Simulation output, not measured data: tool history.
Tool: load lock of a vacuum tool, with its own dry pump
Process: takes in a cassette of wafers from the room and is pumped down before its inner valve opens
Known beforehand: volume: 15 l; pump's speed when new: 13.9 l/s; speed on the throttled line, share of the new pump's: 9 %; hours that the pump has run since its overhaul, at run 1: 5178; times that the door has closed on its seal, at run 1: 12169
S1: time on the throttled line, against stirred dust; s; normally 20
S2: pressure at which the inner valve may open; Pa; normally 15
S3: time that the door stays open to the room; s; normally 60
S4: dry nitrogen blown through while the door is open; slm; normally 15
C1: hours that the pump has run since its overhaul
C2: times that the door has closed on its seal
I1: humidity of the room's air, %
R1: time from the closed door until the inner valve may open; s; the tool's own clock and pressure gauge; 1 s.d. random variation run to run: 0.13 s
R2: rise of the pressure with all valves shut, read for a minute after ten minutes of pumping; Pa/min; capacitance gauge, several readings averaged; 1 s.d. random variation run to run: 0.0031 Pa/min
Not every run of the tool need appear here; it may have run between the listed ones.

Run 1, hour 0.0: usual settings; C1 5178; C2 12169; I1 46.3. Result: R1 27.5 s, R2 0.066 Pa/min.
Run 2, hour 159.2: usual settings; C1 5337; C2 12963; I1 41.4. Result: R1 27.8 s, R2 0.068 Pa/min.
Run 3, hour 256.3: usual settings; C1 5434; C2 13447; I1 43.1. Result: R1 27.4 s, R2 0.070 Pa/min.
Run 4, hour 384.2: usual settings; C1 5562; C2 14085; I1 44.2. Result: R1 27.6 s, R2 0.067 Pa/min.
Run 5, hour 536.5: usual settings; C1 5714; C2 14844; I1 40.5. Result: R1 27.6 s, R2 0.067 Pa/min.
Run 6, hour 682.4: usual settings but S2 12 Pa; C1 5860; C2 15572; I1 44.1. Result: R1 28.1 s, R2 0.072 Pa/min.
Run 7, hour 848.2: usual settings but S3 66 s; C1 6026; C2 16399; I1 48.3. Result: R1 27.6 s, R2 0.079 Pa/min.
Run 8, hour 956.4: usual settings; C1 6134; C2 16938; I1 42.8. Result: R1 27.5 s, R2 0.070 Pa/min.
Run 9, hour 1161.2: usual settings; C1 6339; C2 17959; I1 44.4. Result: R1 27.6 s, R2 0.069 Pa/min.
Run 10, hour 1346.0: usual settings but S2 28 Pa; C1 6524; C2 18881; I1 44.7. Result: R1 27.2 s, R2 0.071 Pa/min.
Run 11, hour 1437.3: usual settings; C1 6615; C2 19336; I1 43.4. Result: R1 27.6 s, R2 0.063 Pa/min.
Run 12, hour 1636.2: usual settings; C1 6814; C2 20327; I1 46.0. Result: R1 27.6 s, R2 0.077 Pa/min.
Run 13, hour 1825.8: usual settings; C1 7004; C2 21273; I1 45.9. Result: R1 27.8 s, R2 0.073 Pa/min.
Run 14, hour 2045.9: usual settings; C1 7224; C2 22370; I1 43.9. Result: R1 27.6 s, R2 0.062 Pa/min.
Run 15, hour 2223.9: usual settings but S1 13 s; C1 7402; C2 23258; I1 46.4. Result: R1 21.2 s, R2 0.075 Pa/min.
Run 16, hour 2364.4: usual settings; C1 7542; C2 23959; I1 43.2. Result: R1 27.6 s, R2 0.062 Pa/min.
Run 17, hour 2482.6: usual settings but S4 11 slm; C1 7660; C2 24548; I1 41.4. Result: R1 27.6 s, R2 0.076 Pa/min.
Run 18, hour 2681.4: usual settings but S4 11 slm; C1 7859; C2 25539; I1 41.0. Result: R1 27.7 s, R2 0.069 Pa/min.
Run 19, hour 2819.3: usual settings; C1 7997; C2 26227; I1 43.4. Result: R1 27.7 s, R2 0.064 Pa/min.
Run 20, hour 2922.7: usual settings but S3 193 s; C1 8100; C2 26742; I1 47.0. Result: R1 27.5 s, R2 0.097 Pa/min.
Run 21, hour 3027.6: usual settings but S2 28 Pa, S3 150 s; C1 8205; C2 27265; I1 46.4. Result: R1 27.0 s, R2 0.090 Pa/min.
Run 22, hour 3219.2: usual settings but S2 28 Pa, S3 150 s; C1 8397; C2 28221; I1 42.6. Result: R1 26.9 s, R2 0.087 Pa/min.
Run 23, hour 3412.7: usual settings but S2 12 Pa, S3 44 s; C1 8590; C2 29185; I1 46.4. Result: R1 28.1 s, R2 0.068 Pa/min.
Run 24, hour 3554.9: usual settings but S2 12 Pa, S3 44 s, S4 18 slm; C1 8733; C2 29894; I1 46.4. Result: R1 28.1 s, R2 0.064 Pa/min.
Run 25, hour 3650.2: usual settings but S2 12 Pa, S3 44 s, S4 18 slm; C1 8828; C2 30369; I1 45.2. Result: R1 28.0 s, R2 0.058 Pa/min.
Run 26, hour 3860.3: usual settings but S2 12 Pa, S3 44 s, S4 18 slm; C1 9038; C2 31417; I1 47.7. Result: R1 27.8 s, R2 0.069 Pa/min.
Run 27, hour 3959.7: usual settings but S2 12 Pa, S3 44 s, S4 17 slm; C1 9137; C2 31913; I1 45.0. Result: R1 27.8 s, R2 0.058 Pa/min.
Run 28, hour 4175.0: usual settings but S1 16 s, S2 25 Pa, S3 238 s, S4 14 slm; C1 9353; C2 32987; I1 45.6. Result: R1 23.3 s, R2 0.102 Pa/min.
Run 29, hour 4332.3: usual settings but S1 18 s, S2 25 Pa, S3 217 s, S4 14 slm; C1 9510; C2 33771; I1 45.7. Result: R1 25.3 s, R2 0.103 Pa/min.
Run 30, hour 4468.0: usual settings but S1 18 s, S2 25 Pa, S3 217 s, S4 14 slm; C1 9646; C2 34447; I1 47.4. Result: R1 25.3 s, R2 0.106 Pa/min.
Run 31, hour 4634.8: usual settings but S1 18 s, S2 11 Pa, S3 217 s, S4 14 slm; C1 9813; C2 35279; I1 44.7. Result: R1 26.2 s, R2 0.099 Pa/min.
At hour 4668.7: dry pump taken out, an overhauled one fitted.
Run 32, hour 4799.4: usual settings but S1 18 s, S2 22 Pa, S3 217 s, S4 30 slm; C1 131; C2 36070; I1 46.9. Result: R1 25.3 s, R2 0.080 Pa/min.
Run 33, hour 4957.5: usual settings but S1 18 s, S2 22 Pa, S3 217 s, S4 30 slm; C1 289; C2 36858; I1 45.6. Result: R1 25.5 s, R2 0.082 Pa/min.
Run 34, hour 5130.8: usual settings but S2 13 Pa, S3 228 s; C1 462; C2 37722; I1 47.4. Result: R1 27.8 s, R2 0.108 Pa/min.
Run 35, hour 5294.3: usual settings but S1 13 s, S2 24 Pa, S3 228 s, S4 6 slm; C1 626; C2 38537; I1 49.3. Result: R1 20.4 s, R2 0.139 Pa/min.
Run 36, hour 5435.7: usual settings but S1 13 s, S2 24 Pa, S3 48 s, S4 6 slm; C1 767; C2 39242; I1 44.7. Result: R1 20.9 s, R2 0.082 Pa/min.
Run 37, hour 5604.2: usual settings but S1 13 s, S2 24 Pa, S3 48 s, S4 6 slm; C1 936; C2 40083; I1 44.2. Result: R1 21.0 s, R2 0.080 Pa/min.
Run 38, hour 5759.9: usual settings but S4 6 slm; C1 1091; C2 40859; I1 45.7. Result: R1 27.8 s, R2 0.083 Pa/min.

Predict each of these 3 candidate next runs independently; none follows another, all start after run 38:
Run A, hour 5958.9: usual settings but S2 12 Pa; C1 1290; C2 41851; I1 41.9. Result: R1 ?, R2 ?.
Run B, hour 5958.9: usual settings but S1 25 s, S4 7 slm; C1 1290; C2 41851; I1 47.0. Result: R1 ?, R2 ?.
Run C, hour 5958.9: usual settings but S1 30 s, S2 29 Pa, S4 4 slm; C1 1290; C2 41851; I1 43.4. Result: R1 ?, R2 ?.

run    R1     R2
  A  27.9  0.066
  B  32.1  0.084
  C  36.3  0.087
Without the tool's unlogged condition, the same runs would have read:
run    R1     R2
  A  27.9  0.065
  B  32.1  0.083
  C  36.3  0.086
